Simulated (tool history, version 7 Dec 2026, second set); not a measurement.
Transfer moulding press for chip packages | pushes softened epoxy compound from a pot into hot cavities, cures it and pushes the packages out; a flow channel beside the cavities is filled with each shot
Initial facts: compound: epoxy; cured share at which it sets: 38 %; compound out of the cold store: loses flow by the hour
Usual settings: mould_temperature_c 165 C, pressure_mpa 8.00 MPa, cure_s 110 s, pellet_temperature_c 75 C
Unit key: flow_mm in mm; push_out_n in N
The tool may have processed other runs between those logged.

| run | hour | mould_temperature_c | pressure_mpa | cure_s | pellet_temperature_c | incoming compound's hours out of the cold store | flow_mm | push_out_n |
|---|---|---|---|---|---|---|---|---|
| 1 | 0.0 | 165 | 8.00 | 110 | 75 | 16.5 | 578 | 632 |
| 2 | 12.4 | 165 | 8.00 | 110 | 75 | 35.9 | 543 | 680 |
|  | 21.7 | cavities cleaned with cleaning compound and waxed |
| 3 | 23.5 | 165 | 8.11 | 110 | 75 | 10.1 | 591 | 797 |
| 4 | 31.6 | 165 | 8.11 | 110 | 75 | 27.5 | 555 | 793 |
| 5 | 43.7 | 165 | 8.11 | 110 | 75 | 14.2 | 578 | 796 |
| 6 | 55.5 | 165 | 8.11 | 110 | 75 | 8.4 | 580 | 828 |
|  | 60.9 | cavities cleaned with cleaning compound and waxed |
| 7 | 64.5 | 165 | 8.11 | 110 | 75 | 20.0 | 556 | 538 |
| 8 | 70.8 | 161 | 8.00 | 110 | 75 | 43.3 | 535 | 724 |
| 9 | 76.6 | 161 | 8.00 | 110 | 75 | 46.2 | 537 | 773 |
|  | 84.4 | cavities cleaned with cleaning compound and waxed, once more |
| 10 | 84.4 | 161 | 8.00 | 110 | 81 | 38.4 | 554 | 610 |
|  | 95.3 | mould's thermocouples calibrated |
| 11 | 95.4 | 165 | 9.93 | 110 | 75 | 38.8 | 596 | 549 |
| 12 | 105.9 | 165 | 9.93 | 110 | 75 | 21.7 | 612 | 630 |
| 13 | 113.4 | 165 | 7.58 | 110 | 75 | 28.0 | 538 | 656 |
| 14 | 122.8 | 165 | 7.58 | 110 | 75 | 30.1 | 522 | 686 |
|  | 125.4 | cavities cleaned with cleaning compound and waxed |
| 15 | 130.9 | 170 | 7.58 | 92 | 73 | 38.6 | 504 | 542 |
| 16 | 137.2 | 163 | 9.49 | 108 | 76 | 22.6 | 608 | 644 |
| 17 | 143.7 | 161 | 8.00 | 110 | 65 | 42.2 | 539 | 724 |

Estimate the outcome of run 18 from the log above:
| 18 | 152.8 | 171 | 6.27 | 124 | 70 | 26.5 | ? | ? |

Logged for run 18: flow_mm 469 mm, push_out_n 538 N.
Without the tool's hidden state the same run would have given flow_mm 478 mm, push_out_n 404 N.
